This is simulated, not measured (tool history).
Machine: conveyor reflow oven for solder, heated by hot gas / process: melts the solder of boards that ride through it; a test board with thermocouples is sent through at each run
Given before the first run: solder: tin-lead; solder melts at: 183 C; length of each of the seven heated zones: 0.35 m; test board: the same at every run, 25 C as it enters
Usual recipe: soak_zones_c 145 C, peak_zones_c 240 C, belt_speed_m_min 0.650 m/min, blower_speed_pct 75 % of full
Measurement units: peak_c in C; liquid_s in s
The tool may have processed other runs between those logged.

Run 1, hour 0.0: usual settings. Result: peak_c 215.2 C, liquid_s 47.9 s.
Run 2, hour 33.8: usual settings. Result: peak_c 214.5 C, liquid_s 48.6 s.
Run 3, hour 50.2: usual settings. Result: peak_c 214.3 C, liquid_s 47.9 s.
Run 4, hour 88.8: usual settings. Result: peak_c 214.1 C, liquid_s 47.4 s.
Run 5, hour 123.7: usual settings but blower_speed_pct 64 % of full. Result: peak_c 210.4 C, liquid_s 44.0 s.
Run 6, hour 150.8: usual settings but blower_speed_pct 64 % of full. Result: peak_c 210.5 C, liquid_s 44.0 s.
Run 7, hour 178.7: usual settings but blower_speed_pct 64 % of full. Result: peak_c 210.5 C, liquid_s 43.3 s.
Run 8, hour 216.5: usual settings but blower_speed_pct 64 % of full. Result: peak_c 210.8 C, liquid_s 43.0 s.
At hour 255.9: flux residue cleaned out of gas plates and filters.
Run 9, hour 258.9: usual settings but blower_speed_pct 64 % of full. Result: peak_c 216.5 C, liquid_s 49.0 s.
Run 10, hour 291.1: usual settings but blower_speed_pct 64 % of full. Result: peak_c 215.4 C, liquid_s 49.4 s.
Run 11, hour 320.6: usual settings but blower_speed_pct 57 % of full. Result: peak_c 212.5 C, liquid_s 46.2 s.
Run 12, hour 357.5: usual settings but blower_speed_pct 57 % of full. Result: peak_c 212.4 C, liquid_s 46.0 s.
Run 13, hour 389.4: usual settings but blower_speed_pct 57 % of full. Result: peak_c 212.1 C, liquid_s 46.5 s.
Run 14, hour 412.5: usual settings but blower_speed_pct 57 % of full. Result: peak_c 213.0 C, liquid_s 46.1 s.
Run 15, hour 432.7: usual settings but blower_speed_pct 67 % of full. Result: peak_c 215.6 C, liquid_s 49.7 s.
Run 16, hour 470.9: usual settings but blower_speed_pct 67 % of full. Result: peak_c 215.3 C, liquid_s 48.2 s.
Run 17, hour 499.3: usual settings but blower_speed_pct 67 % of full. Result: peak_c 214.8 C, liquid_s 48.7 s.
Run 18, hour 518.3: usual settings but soak_zones_c 143 C, peak_zones_c 234 C, belt_speed_m_min 0.580 m/min. Result: peak_c 215.5 C, liquid_s 55.6 s.
Run 19, hour 541.2: usual settings but belt_speed_m_min 0.735 m/min. Result: peak_c 212.6 C, liquid_s 40.4 s.
At hour 547.3: belt drive overhauled, speed set with a stopwatch.
Run 20, hour 566.6: usual settings but soak_zones_c 136 C, peak_zones_c 245 C, belt_speed_m_min 0.576 m/min, blower_speed_pct 65 % of full. Result: peak_c 220.2 C, liquid_s 56.1 s.
Run 21, hour 582.9: usual settings but soak_zones_c 136 C, peak_zones_c 245 C, belt_speed_m_min 0.576 m/min, blower_speed_pct 65 % of full. Result: peak_c 220.0 C, liquid_s 56.5 s.
Run 22, hour 607.6: usual settings but soak_zones_c 139 C, peak_zones_c 253 C, belt_speed_m_min 0.576 m/min, blower_speed_pct 65 % of full. Result: peak_c 227.5 C, liquid_s 62.2 s.
Run 23, hour 626.8: usual settings but soak_zones_c 141 C, peak_zones_c 253 C, belt_speed_m_min 0.576 m/min, blower_speed_pct 79 % of full. Result: peak_c 232.4 C, liquid_s 65.3 s.
Run 24, hour 654.1: usual settings but soak_zones_c 152 C, peak_zones_c 253 C, belt_speed_m_min 0.576 m/min, blower_speed_pct 60 % of full. Result: peak_c 227.4 C, liquid_s 67.8 s.
At hour 670.9: belt drive overhauled, speed set with a stopwatch, once more.
At hour 672.9: thermocouples of zones 6 and 7 changed.
Run 25, hour 676.4: usual settings but soak_zones_c 152 C, peak_zones_c 253 C, belt_speed_m_min 0.576 m/min, blower_speed_pct 60 % of full. Result: peak_c 228.0 C, liquid_s 65.3 s.
Run 26, hour 715.2: usual settings but soak_zones_c 152 C, peak_zones_c 253 C, belt_speed_m_min 0.730 m/min, blower_speed_pct 76 % of full. Result: peak_c 222.6 C, liquid_s 48.7 s.
Run 27, hour 745.3: usual settings but soak_zones_c 152 C, peak_zones_c 253 C, belt_speed_m_min 0.730 m/min, blower_speed_pct 76 % of full. Result: peak_c 222.4 C, liquid_s 48.8 s.
Run 28, hour 781.4: usual settings but soak_zones_c 144 C, peak_zones_c 247 C, belt_speed_m_min 0.572 m/min, blower_speed_pct 80 % of full. Result: peak_c 227.2 C, liquid_s 62.5 s.
Run 29, hour 805.9: usual settings but soak_zones_c 137 C, peak_zones_c 229 C, belt_speed_m_min 0.669 m/min, blower_speed_pct 58 % of full. Result: peak_c 197.4 C, liquid_s 24.8 s.
Run 30, hour 829.1: usual settings but soak_zones_c 137 C, peak_zones_c 229 C, belt_speed_m_min 0.669 m/min, blower_speed_pct 58 % of full. Result: peak_c 196.8 C, liquid_s 24.9 s.
Run 31, hour 861.8: usual settings but soak_zones_c 137 C, peak_zones_c 229 C, belt_speed_m_min 0.669 m/min, blower_speed_pct 58 % of full. Result: peak_c 196.9 C, liquid_s 24.8 s.

Results for each run, recomputed without the tool's hidden state and with each run's random variation untouched:
Unlogged tool condition in this case: heat that the gas passes to the board, % of a clean oven's; belt's true speed, % of the reading; true gas temperature in zones 6 and 7 over the reading, C; drift of the gauge itself on peak_c, C; drift of the gauge itself on liquid_s, %.
run  peak_c  liquid_s
  1   219.8      51.2
  2   219.5      52.1
  3   219.4      51.6
  4   219.6      51.3
  5   216.0      48.7
  6   216.3      49.0
  7   216.6      48.5
  8   217.3      48.5
  9   216.5      48.3
 10   215.7      48.9
 11   213.0      46.0
 12   213.2      46.0
 13   213.1      46.7
 14   214.2      46.4
 15   217.1      50.2
 16   217.2      48.9
 17   216.9      49.6
 18   217.7      56.4
 19   215.5      41.9
 20   222.7      56.8
 21   222.7      57.3
 22   230.5      62.5
 23   235.8      65.5
 24   230.4      67.9
 25   231.3      67.2
 26   227.5      51.5
 27   227.7      51.8
 28   231.8      65.1
 29   202.1      31.2
 30   201.6      31.6
 31   202.1      31.9
